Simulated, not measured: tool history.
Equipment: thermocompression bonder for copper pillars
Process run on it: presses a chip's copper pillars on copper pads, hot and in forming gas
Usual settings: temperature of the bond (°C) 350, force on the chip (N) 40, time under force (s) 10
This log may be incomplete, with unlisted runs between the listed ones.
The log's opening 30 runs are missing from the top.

run	hour	temperature of the bond (°C)	force on the chip (N)	time under force (s)	hours of work since the heater was calibrated	hours of work since the force cell was calibrated	hours of work since the gas filter was changed	force that shears a chip off (N)
# hour 1407.6: forming gas filter changed
# hour 1436.3: heater calibrated with a thermocouple chip
31	1444.9	350	49	16	5	369	20	97.1
32	1499.3	321	28	16	36	400	51	50.0
33	1536.1	350	26	10	57	421	72	54.1
34	1573.9	350	58	9	78	442	93	89.2
35	1608.3	343	57	6	98	462	113	75.2
36	1648.3	336	35	13	121	484	136	63.7
37	1674.2	379	27	26	135	499	151	87.4
38	1715.7	373	40	10	159	523	174	82.8
39	1751.4	323	41	11	179	543	195	57.9
40	1787.3	360	40	16	200	564	215	84.7
41	1839.9	325	40	27	230	593	245	73.1

Below are 3 alternative next runs, each starting from the tool's condition after run 41. Predict each:
A	1872.9	340	51	8	248	612	264	?
B	1872.9	340	35	22	248	612	264	?
C	1872.9	343	41	20	248	612	264	?

run	force that shears a chip off (N)
A	68.2
B	70.9
C	76.8
The same runs, with their run-to-run variation unchanged, on a tool lacking any hidden condition would have given:
run	force that shears a chip off (N)
A	80.0
B	83.0
C	89.1

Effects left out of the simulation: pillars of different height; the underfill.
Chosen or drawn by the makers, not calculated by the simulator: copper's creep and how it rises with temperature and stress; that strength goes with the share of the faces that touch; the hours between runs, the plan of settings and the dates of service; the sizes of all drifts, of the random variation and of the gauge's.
